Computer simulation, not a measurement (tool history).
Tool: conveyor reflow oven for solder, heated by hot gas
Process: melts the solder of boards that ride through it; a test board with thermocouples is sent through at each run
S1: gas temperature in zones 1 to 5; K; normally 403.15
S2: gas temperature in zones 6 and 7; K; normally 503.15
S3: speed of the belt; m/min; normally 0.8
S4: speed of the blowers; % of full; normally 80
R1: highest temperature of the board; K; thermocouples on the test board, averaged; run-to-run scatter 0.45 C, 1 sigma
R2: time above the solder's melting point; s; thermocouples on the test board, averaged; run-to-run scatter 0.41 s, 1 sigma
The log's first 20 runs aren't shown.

run   hour      S1      S2     S3  S4      R1    R2
 21    548  406.15  511.15  0.744  64  488.45  44.7
 22  583.6  406.15  511.15  0.744  64  488.45  44.4
 23  601.5  403.15  499.15    0.8  80  479.45  35.6
 24  622.1  402.15  492.15  0.651  86  480.45  46.8
 25  645.1  402.15  492.15  0.651  86  481.05  45.9
 26  662.3  403.15  494.15  0.762  80  478.15  34.4
 27  684.1  397.15  503.15    0.8  56  474.55    27
 28  705.1  388.15  495.15  0.834  54  463.15  11.8
     743.2  -- flux residue cleaned out of gas plates and filters
 29  746.6  389.15  495.15  0.834  55  464.75  12.8
 30  766.9  418.15  516.15  0.728  59  494.95  54.1

3 ways to go on from here, each from the tool as it stands after run 30. What would each give?
  A  785.3  390.15  513.15  0.8  55   ?   ?
  B  785.3  396.15  496.15  0.8  87   ?   ?
  C  785.3  403.15  506.15  0.8  62   ?   ?

run      R1    R2
  A  479.85    31
  B  477.45  31.6
  C  480.45    35
Take away the tool's hidden state, keep each run's random variation, and the runs would have read:
run      R1    R2
  A  479.95    31
  B  477.55  31.7
  C  480.55    35
